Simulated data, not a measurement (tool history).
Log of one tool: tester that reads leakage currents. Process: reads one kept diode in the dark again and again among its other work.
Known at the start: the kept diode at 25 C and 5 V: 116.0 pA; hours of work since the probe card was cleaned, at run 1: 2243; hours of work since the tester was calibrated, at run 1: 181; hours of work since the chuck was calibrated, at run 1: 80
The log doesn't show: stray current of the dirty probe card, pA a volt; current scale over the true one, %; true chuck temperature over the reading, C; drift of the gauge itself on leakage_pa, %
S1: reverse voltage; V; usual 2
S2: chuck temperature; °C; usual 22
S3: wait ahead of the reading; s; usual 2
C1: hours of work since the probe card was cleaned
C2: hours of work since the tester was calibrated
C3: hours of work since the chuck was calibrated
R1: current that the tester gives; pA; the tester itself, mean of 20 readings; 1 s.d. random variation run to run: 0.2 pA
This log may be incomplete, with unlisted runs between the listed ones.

run	day	S1	S2	S3	C1	C2	C3	R1
1	0	2	22	2	2243	181	80	64.46
2	0.846	2	22	2	2254	192	90	63.94
3	1.483	2	22	2	2262	200	98	63.93
4	2.196	2	22	2	2271	209	107	63.91
5	3.346	2	22	2	2285	224	122	63.26
6	4.354	2	22	2	2298	236	135	63.32
7	5.217	2	22	2	2309	247	146	63.16
8	6.412	2	22	2	2324	262	161	62.96
9	7.438	2	25	2	2337	275	174	83.42
10	8.183	2	25	2	2347	285	183	83.31
11	9.467	2	25	2	2363	301	199	83.26
12	10.183	2	22	2	2372	310	209	62.43
13	11.583	1.89	23	0.76	2390	328	226	67.36
14	12.917	2	31	1.55	2407	345	243	144.52
15	14.096	2.31	31	1.55	2421	360	258	151.08
16	15.667	13.38	31	0.32	2441	380	278	281.96
17	16.996	17.89	26	5.39	2458	396	295	199.46
18	18.479	17.89	57	8.95	2477	415	314	2702.37
19	19.512	17.89	57	8.95	2490	428	327	2674.84
20	20.575	17.89	57	8.95	2503	442	340	2688.6
21	21.946	12.92	22	1.39	2521	459	357	122.67
22	22.812	12.92	22	1.39	2532	470	368	123.34
23	23.554	12.92	22	1.39	2541	479	378	122.99
24	24.621	5.2	60	0.44	2555	493	391	2227.02

Predict each of these 5 candidate next runs independently; none follows another, all start after run 24:
A	25.562	5.09	34	0.65	2567	505	403	?
B	25.562	1.68	32	0.43	2567	505	403	?
C	25.562	2.21	27	0.43	2567	505	403	?
D	25.562	19.92	39	0.74	2567	505	403	?
E	25.562	1.64	26	2.8	2567	505	403	?

run	R1
A	253.76
B	145.4
C	100.85
D	631.59
E	82.62
What these runs would have given with no unlogged condition in the tool:
run	R1
A	270.13
B	156.18
C	107.56
D	663.33
E	88.38
